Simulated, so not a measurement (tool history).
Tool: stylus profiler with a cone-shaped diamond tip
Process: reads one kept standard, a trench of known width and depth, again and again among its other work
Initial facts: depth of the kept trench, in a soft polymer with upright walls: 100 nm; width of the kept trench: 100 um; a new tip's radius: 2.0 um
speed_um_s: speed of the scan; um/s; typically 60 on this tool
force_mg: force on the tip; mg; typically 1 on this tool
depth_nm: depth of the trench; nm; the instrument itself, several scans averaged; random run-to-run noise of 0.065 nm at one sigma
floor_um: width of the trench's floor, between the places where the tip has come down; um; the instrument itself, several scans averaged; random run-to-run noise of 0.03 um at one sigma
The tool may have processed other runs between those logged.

run 1 day=0 | speed_um_s=60 force_mg=1 | depth_nm=100.04 floor_um=97.79
run 2 day=0.633 | speed_um_s=60 force_mg=1 | depth_nm=99.92 floor_um=97.81
run 3 day=1.092 | speed_um_s=60 force_mg=1 | depth_nm=99.99 floor_um=97.79
run 4 day=1.792 | speed_um_s=60 force_mg=1 | depth_nm=99.86 floor_um=97.85
run 5 day=2.462 | speed_um_s=60 force_mg=1 | depth_nm=99.89 floor_um=97.76
run 6 day=3.183 | speed_um_s=60 force_mg=0.76 | depth_nm=99.74 floor_um=97.68
run 7 day=3.85 | speed_um_s=60 force_mg=0.76 | depth_nm=99.91 floor_um=97.76
run 8 day=4.458 | speed_um_s=119 force_mg=2.86 | depth_nm=100.29 floor_um=97.64
-- day=4.554 height scale calibrated on a step standard
run 9 day=4.996 | speed_um_s=55 force_mg=2.56 | depth_nm=100.1 floor_um=98.01
run 10 day=5.708 | speed_um_s=15 force_mg=0.72 | depth_nm=99.57 floor_um=98.12
run 11 day=6.5 | speed_um_s=15 force_mg=0.72 | depth_nm=99.51 floor_um=98.13
run 12 day=7.179 | speed_um_s=64 force_mg=0.72 | depth_nm=99.61 floor_um=97.66
run 13 day=7.654 | speed_um_s=35 force_mg=0.55 | depth_nm=99.54 floor_um=97.88

What if the next run were any one of these 4? Each begins from the tool's condition after run 13:
run A day=8.408 | speed_um_s=24 force_mg=0.78 | depth_nm=? floor_um=?
run B day=8.408 | speed_um_s=131 force_mg=1.9 | depth_nm=? floor_um=?
run C day=8.408 | speed_um_s=163 force_mg=2.14 | depth_nm=? floor_um=?
run D day=8.408 | speed_um_s=169 force_mg=0.55 | depth_nm=? floor_um=?

run=A depth_nm=99.5 floor_um=98.05
run=B depth_nm=99.81 floor_um=97.41
run=C depth_nm=99.89 floor_um=97.27
run=D depth_nm=99.47 floor_um=96.24
Without the tool's hidden state the same runs would have given:
run=A depth_nm=100.28 floor_um=98.52
run=B depth_nm=100.6 floor_um=97.88
run=C depth_nm=100.68 floor_um=97.74
run=D depth_nm=100.26 floor_um=96.71

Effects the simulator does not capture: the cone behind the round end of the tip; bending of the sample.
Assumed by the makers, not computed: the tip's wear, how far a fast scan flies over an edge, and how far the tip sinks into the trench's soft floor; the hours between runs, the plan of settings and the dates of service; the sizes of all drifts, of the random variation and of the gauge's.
